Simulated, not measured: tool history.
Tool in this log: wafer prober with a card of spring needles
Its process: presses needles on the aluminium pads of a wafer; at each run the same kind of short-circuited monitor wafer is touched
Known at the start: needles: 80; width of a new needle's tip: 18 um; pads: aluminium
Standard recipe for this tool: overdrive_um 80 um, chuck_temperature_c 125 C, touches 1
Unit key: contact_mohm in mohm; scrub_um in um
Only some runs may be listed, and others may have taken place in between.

| run | hour | overdrive_um | chuck_temperature_c | touches | contact_mohm | scrub_um |
|---|---|---|---|---|---|---|
| 1 | 0.0 | 80 | 125 | 1 | 173 | 16.10 |
|  | 9.5 | tips cleaned on abrasive film |
|  | 20.0 | tips cleaned on abrasive film |
| 2 | 21.9 | 80 | 125 | 1 | 172 | 16.04 |
|  | 31.0 | tips cleaned on abrasive film |
|  | 41.1 | tips cleaned on abrasive film |
| 3 | 43.5 | 80 | 125 | 1 | 175 | 16.02 |
|  | 52.9 | tips cleaned on abrasive film |
|  | 62.5 | tips cleaned on abrasive film |
| 4 | 71.6 | 80 | 125 | 1 | 172 | 15.99 |
|  | 74.0 | tips cleaned on abrasive film |
|  | 83.5 | tips cleaned on abrasive film |
| 5 | 84.0 | 66 | 125 | 1 | 177 | 13.24 |
|  | 93.4 | tips cleaned on abrasive film |
| 6 | 96.3 | 66 | 125 | 1 | 177 | 13.24 |
|  | 103.8 | tips cleaned on abrasive film |
|  | 114.7 | tips cleaned on abrasive film |
| 7 | 122.2 | 61 | 32 | 1 | 162 | 12.26 |
|  | 124.3 | tips cleaned on abrasive film |
|  | 135.7 | tips cleaned on abrasive film |
|  | 146.5 | tips cleaned on abrasive film |
| 8 | 148.6 | 82 | 62 | 1 | 161 | 16.40 |

Run 9 comes next. What will it give?
|  | 157.0 | tips cleaned on abrasive film |
|  | 167.8 | tips cleaned on abrasive film |
| 9 | 174.7 | 80 | 49 | 1 | ? | ? |

contact_mohm: 161 mohm
scrub_um: 16.02 um
Minus the tool's unlogged condition, the same run would have read contact_mohm 160 mohm, scrub_um 16.07 um.

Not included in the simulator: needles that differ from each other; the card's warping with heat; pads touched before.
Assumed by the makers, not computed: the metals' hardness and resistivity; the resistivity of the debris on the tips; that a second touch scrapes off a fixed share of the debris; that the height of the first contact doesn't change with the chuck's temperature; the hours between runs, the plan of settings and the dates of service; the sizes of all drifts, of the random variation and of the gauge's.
